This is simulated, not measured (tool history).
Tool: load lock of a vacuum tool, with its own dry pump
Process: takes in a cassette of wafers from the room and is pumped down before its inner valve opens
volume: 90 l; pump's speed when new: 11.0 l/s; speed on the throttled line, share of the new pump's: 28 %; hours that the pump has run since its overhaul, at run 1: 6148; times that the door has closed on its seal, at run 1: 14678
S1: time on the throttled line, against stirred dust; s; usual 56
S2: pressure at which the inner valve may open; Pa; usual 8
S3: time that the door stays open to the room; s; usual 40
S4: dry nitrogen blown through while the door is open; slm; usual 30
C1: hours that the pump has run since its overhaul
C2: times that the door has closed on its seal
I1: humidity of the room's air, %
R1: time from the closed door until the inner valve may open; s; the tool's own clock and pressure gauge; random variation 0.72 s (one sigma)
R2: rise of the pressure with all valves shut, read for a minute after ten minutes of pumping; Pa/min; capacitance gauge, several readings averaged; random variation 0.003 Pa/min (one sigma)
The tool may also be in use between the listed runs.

| run | hour | S1 | S2 | S3 | S4 | C1 | C2 | I1 | R1 | R2 |
|---|---|---|---|---|---|---|---|---|---|---|
| 1 | 0 | 56 | 8 | 40 | 30 | 6148 | 14678 | 45.7 | 125.1 | 0.106 |
| 2 | 189.5 | 56 | 8 | 40 | 30 | 6338 | 15613 | 42.4 | 124.9 | 0.123 |
| 3 | 360.8 | 56 | 8 | 40 | 30 | 6509 | 16458 | 46.1 | 125.5 | 0.121 |
| 4 | 455.4 | 56 | 8 | 40 | 30 | 6604 | 16925 | 43.7 | 125.1 | 0.136 |
| 5 | 638.5 | 56 | 8 | 40 | 30 | 6787 | 17828 | 47.4 | 127.8 | 0.143 |
| 6 | 849.4 | 56 | 8 | 39 | 30 | 6998 | 18869 | 43.2 | 125.5 | 0.151 |
| 7 | 1030.6 | 56 | 8 | 39 | 30 | 7179 | 19763 | 46.9 | 127.3 | 0.162 |
| 8 | 1245.5 | 56 | 11 | 40 | 30 | 7394 | 20823 | 44.1 | 124.9 | 0.173 |
| 9 | 1423.9 | 56 | 11 | 83 | 30 | 7572 | 21703 | 45.7 | 123.7 | 0.188 |
| 10 | 1591 | 56 | 8 | 40 | 19 | 7739 | 22528 | 43.4 | 126.8 | 0.197 |
| 11 | 1689.2 | 56 | 8 | 40 | 19 | 7837 | 23012 | 46.1 | 127.1 | 0.204 |
| 12 | 1846.5 | 56 | 8 | 40 | 19 | 7995 | 23788 | 46.1 | 127.3 | 0.212 |
| 13 | 1994.2 | 56 | 8 | 40 | 24 | 8142 | 24517 | 44.7 | 128.1 | 0.227 |
| 14 | 2112.3 | 56 | 8 | 40 | 30 | 8261 | 25100 | 44.8 | 126.6 | 0.234 |
| 15 | 2227.6 | 56 | 8 | 40 | 30 | 8376 | 25669 | 41.1 | 127.2 | 0.238 |
| 16 | 2433.4 | 56 | 8 | 40 | 30 | 8582 | 26684 | 45.9 | 127.8 | 0.251 |
| 17 | 2660.1 | 56 | 14 | 40 | 30 | 8808 | 27803 | 44.5 | 123.1 | 0.27 |
| 18 | 2771.7 | 56 | 14 | 40 | 30 | 8920 | 28353 | 46.3 | 123.8 | 0.278 |
| 19 | 2942.8 | 56 | 8 | 40 | 7 | 9091 | 29197 | 43.6 | 128.7 | 0.303 |
| 20 | 3154.9 | 28 | 8 | 49 | 30 | 9303 | 30244 | 42.8 | 109 | 0.305 |
| 21 | 3333.3 | 96 | 14 | 47 | 30 | 9482 | 31124 | 39.7 | 150 | 0.319 |
|  | 3490.2 | dry pump taken out, an overhauled one fitted |
| 22 | 3555.1 | 96 | 14 | 47 | 30 | 65 | 32189 | 44.5 | 141.2 | 0.343 |
| 23 | 3732.7 | 96 | 14 | 47 | 30 | 242 | 33065 | 44.8 | 141.4 | 0.361 |
| 24 | 3881.9 | 32 | 14 | 37 | 30 | 392 | 33802 | 44.5 | 95.5 | 0.365 |
| 25 | 4026.5 | 32 | 14 | 37 | 30 | 536 | 34515 | 45 | 95.6 | 0.381 |
| 26 | 4219.8 | 32 | 14 | 37 | 30 | 730 | 35468 | 44.7 | 95.7 | 0.393 |
| 27 | 4314.7 | 50 | 9 | 33 | 30 | 825 | 35937 | 43.3 | 112.8 | 0.399 |
| 28 | 4521.6 | 29 | 12 | 93 | 30 | 1031 | 36958 | 44.6 | 95.7 | 0.432 |
| 29 | 4679.5 | 56 | 7 | 40 | 4 | 1189 | 37737 | 43.1 | 120 | 0.449 |
| 30 | 4822.9 | 56 | 7 | 40 | 4 | 1333 | 38444 | 44.7 | 121.1 | 0.46 |
| 31 | 4922.4 | 56 | 8 | 40 | 5 | 1432 | 38935 | 45 | 117.8 | 0.486 |
|  | 4977.1 | door's seal changed, seat wiped |
| 32 | 5115.8 | 56 | 9 | 124 | 30 | 1624 | 685 | 45.5 | 118 | 0.019 |
| 33 | 5218.3 | 56 | 6 | 37 | 12 | 1727 | 1191 | 43.3 | 121.4 | 0.024 |
| 34 | 5387.6 | 56 | 8 | 40 | 12 | 1896 | 2026 | 43.2 | 119.3 | 0.03 |
| 35 | 5543.9 | 56 | 8 | 40 | 12 | 2052 | 2797 | 46.6 | 119.3 | 0.032 |
| 36 | 5678.2 | 56 | 8 | 40 | 12 | 2187 | 3460 | 44.5 | 120.2 | 0.032 |
| 37 | 5788.3 | 65 | 8 | 40 | 12 | 2297 | 4003 | 44.1 | 124.2 | 0.033 |

Forecast each of these 3 alternatives for the next run:
| A | 5898.2 | 44 | 9 | 40 | 12 | 2406 | 4545 | 46.7 | ? | ? |
| B | 5898.2 | 65 | 8 | 40 | 10 | 2406 | 4545 | 45.7 | ? | ? |
| C | 5898.2 | 56 | 6 | 40 | 12 | 2406 | 4545 | 45.7 | ? | ? |

| run | R1 | R2 |
|---|---|---|
| A | 109.6 | 0.034 |
| B | 125.4 | 0.044 |
| C | 121.8 | 0.036 |
Without the tool's hidden state the same runs would have given:
| run | R1 | R2 |
|---|---|---|
| A | 108.2 | 0.013 |
| B | 124.1 | 0.023 |
| C | 120.5 | 0.015 |

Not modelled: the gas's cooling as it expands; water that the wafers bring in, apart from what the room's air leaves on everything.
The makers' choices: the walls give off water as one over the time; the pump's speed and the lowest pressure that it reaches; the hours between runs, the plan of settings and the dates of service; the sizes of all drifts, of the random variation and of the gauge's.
